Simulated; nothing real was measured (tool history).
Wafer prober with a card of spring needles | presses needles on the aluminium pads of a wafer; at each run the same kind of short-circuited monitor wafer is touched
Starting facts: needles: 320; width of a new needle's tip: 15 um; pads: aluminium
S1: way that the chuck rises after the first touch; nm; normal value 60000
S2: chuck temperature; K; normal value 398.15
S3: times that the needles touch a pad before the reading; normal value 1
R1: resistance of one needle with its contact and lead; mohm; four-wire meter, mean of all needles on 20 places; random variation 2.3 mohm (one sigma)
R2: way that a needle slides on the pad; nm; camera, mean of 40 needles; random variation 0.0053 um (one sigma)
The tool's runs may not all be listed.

Run 1, day 0: usual settings. Result: R1 285 mohm, R2 8366 nm.
Run 2, day 0.625: usual settings but S2 319.15 K. Result: R1 261 mohm, R2 8358 nm.
At day 0.717: tips cleaned on abrasive film.
Run 3, day 1.158: usual settings but S2 319.15 K. Result: R1 259 mohm, R2 8354 nm.
Run 4, day 1.638: usual settings but S2 319.15 K. Result: R1 265 mohm, R2 8362 nm.
At day 1.771: tips cleaned on abrasive film.
Run 5, day 1.917: usual settings but S2 319.15 K. Result: R1 263 mohm, R2 8364 nm.
Run 6, day 2.35: usual settings but S1 53000 nm. Result: R1 286 mohm, R2 7387 nm.
Run 7, day 2.696: usual settings but S1 54000 nm. Result: R1 285 mohm, R2 7526 nm.
At day 2.854: tips cleaned on abrasive film.
Run 8, day 3.092: usual settings but S2 303.15 K. Result: R1 256 mohm, R2 8360 nm.
Run 9, day 3.571: usual settings but S2 303.15 K. Result: R1 259 mohm, R2 8356 nm.
At day 3.954: tips cleaned on abrasive film.
Run 10, day 4.158: usual settings but S2 306.15 K. Result: R1 262 mohm, R2 8368 nm.
Run 11, day 4.567: usual settings but S1 64000 nm, S3 2. Result: R1 286 mohm, R2 8917 nm.
At day 5.033: tips cleaned on abrasive film.
Run 12, day 5.083: usual settings but S1 55000 nm, S2 313.15 K, S3 3. Result: R1 262 mohm, R2 7668 nm.
Run 13, day 5.679: usual settings but S1 73000 nm, S2 308.15 K, S3 2. Result: R1 256 mohm, R2 10166 nm.
Run 14, day 6.071: usual settings but S1 73000 nm, S2 308.15 K, S3 2. Result: R1 258 mohm, R2 10168 nm.
At day 6.104: tips cleaned on abrasive film.
At day 6.546: height of the first contact set anew.
Run 15, day 6.583: usual settings but S1 73000 nm, S2 308.15 K, S3 2. Result: R1 257 mohm, R2 10167 nm.
Run 16, day 7.062: usual settings but S1 73000 nm, S2 308.15 K, S3 2. Result: R1 254 mohm, R2 10178 nm.
At day 7.196: tips cleaned on abrasive film.
Run 17, day 7.483: usual settings but S1 73000 nm, S2 308.15 K, S3 2. Result: R1 258 mohm, R2 10175 nm.
Run 18, day 7.754: usual settings but S1 72000 nm, S2 387.15 K, S3 3. Result: R1 280 mohm, R2 10034 nm.
Run 19, day 8.183: usual settings but S1 76000 nm. Result: R1 284 mohm, R2 10586 nm.

Alternative continuations, all from the tool just after run 19; predict every row:
At day 8.279: tips cleaned on abrasive film.
Run A, day 8.775: usual settings but S3 2. Result: R1 ?, R2 ?.
At day 8.279: tips cleaned on abrasive film.
Run B, day 8.775: usual settings but S1 44000 nm, S2 301.15 K. Result: R1 ?, R2 ?.
At day 8.279: tips cleaned on abrasive film.
Run C, day 8.775: usual settings but S1 70000 nm. Result: R1 ?, R2 ?.

run   R1    R2
  A  282  8368
  B  264  6139
  C  287  9748
Take away the tool's hidden state, keep each run's random variation, and the runs would have read:
run   R1    R2
  A  282  8369
  B  263  6139
  C  287  9748

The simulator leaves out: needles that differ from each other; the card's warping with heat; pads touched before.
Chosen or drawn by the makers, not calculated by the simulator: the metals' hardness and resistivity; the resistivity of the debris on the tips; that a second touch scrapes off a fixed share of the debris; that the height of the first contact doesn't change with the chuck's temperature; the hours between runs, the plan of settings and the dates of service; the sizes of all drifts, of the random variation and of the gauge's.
